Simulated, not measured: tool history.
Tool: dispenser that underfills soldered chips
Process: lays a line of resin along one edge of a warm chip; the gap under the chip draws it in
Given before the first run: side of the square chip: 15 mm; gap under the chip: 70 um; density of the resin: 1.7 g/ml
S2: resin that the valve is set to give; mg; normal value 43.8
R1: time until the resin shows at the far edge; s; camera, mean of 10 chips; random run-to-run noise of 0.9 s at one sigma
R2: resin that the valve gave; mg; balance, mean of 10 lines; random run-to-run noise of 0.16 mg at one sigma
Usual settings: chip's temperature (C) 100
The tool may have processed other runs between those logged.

run 1 day=0 | chip's_temperature_(C)=100 S2=43.8 | R1=132.2 R2=43.05
-- day=0.096 new syringe of resin
run 2 day=0.217 | chip's_temperature_(C)=100 S2=43.8 | R1=108.9 R2=42.88
-- day=0.483 new syringe of resin
run 3 day=0.562 | chip's_temperature_(C)=100 S2=43.8 | R1=98.8 R2=42.72
-- day=0.871 new syringe of resin
-- day=0.933 dispensing valve cleaned and set on the balance
run 4 day=1 | chip's_temperature_(C)=90 S2=43.8 | R1=153.3 R2=43.83
-- day=1.325 new syringe of resin
run 5 day=1.408 | chip's_temperature_(C)=90 S2=43.8 | R1=150.7 R2=43.51
run 6 day=1.592 | chip's_temperature_(C)=100 S2=43.8 | R1=128.9 R2=43.33
-- day=1.708 new syringe of resin
run 7 day=1.804 | chip's_temperature_(C)=100 S2=43.8 | R1=98.1 R2=43.34
-- day=2.108 new syringe of resin
run 8 day=2.2 | chip's_temperature_(C)=100 S2=43.8 | R1=101.3 R2=43.32
run 9 day=2.396 | chip's_temperature_(C)=100 S2=47.1 | R1=135.8 R2=46.53
-- day=2.521 new syringe of resin
run 10 day=2.854 | chip's_temperature_(C)=105 S2=42.3 | R1=118.3 R2=41.68
-- day=2.929 new syringe of resin
run 11 day=3.1 | chip's_temperature_(C)=105 S2=42.3 | R1=94.1 R2=41.34
-- day=3.342 new syringe of resin
run 12 day=3.354 | chip's_temperature_(C)=114 S2=41.9 | R1=52.7 R2=40.88
run 13 day=3.567 | chip's_temperature_(C)=93 S2=42.2 | R1=169.8 R2=41.2
-- day=3.729 new syringe of resin
run 14 day=4.021 | chip's_temperature_(C)=93 S2=42.2 | R1=186 R2=41.16

Same runs, no hidden state in the tool, same run-to-run variation:
Hidden state present: resin's viscosity, % of fresh resin's; dose that the valve gives, % of what is set; true chip temperature over the reading, C; drift of the gauge itself on fill_s, %; drift of the gauge itself on given_mg, %.
run=1 R1=84.2 R2=43.85
run=2 R1=86.7 R2=43.76
run=3 R1=85.9 R2=43.71
run=4 R1=129.9 R2=43.93
run=5 R1=129.3 R2=43.75
run=6 R1=84.7 R2=43.64
run=7 R1=83.7 R2=43.73
run=8 R1=84.1 R2=43.86
run=9 R1=84.5 R2=47.2
run=10 R1=70.2 R2=42.44
run=11 R1=70.8 R2=42.18
run=12 R1=49.7 R2=41.79
run=13 R1=116.8 R2=42.2
run=14 R1=115.1 R2=42.31
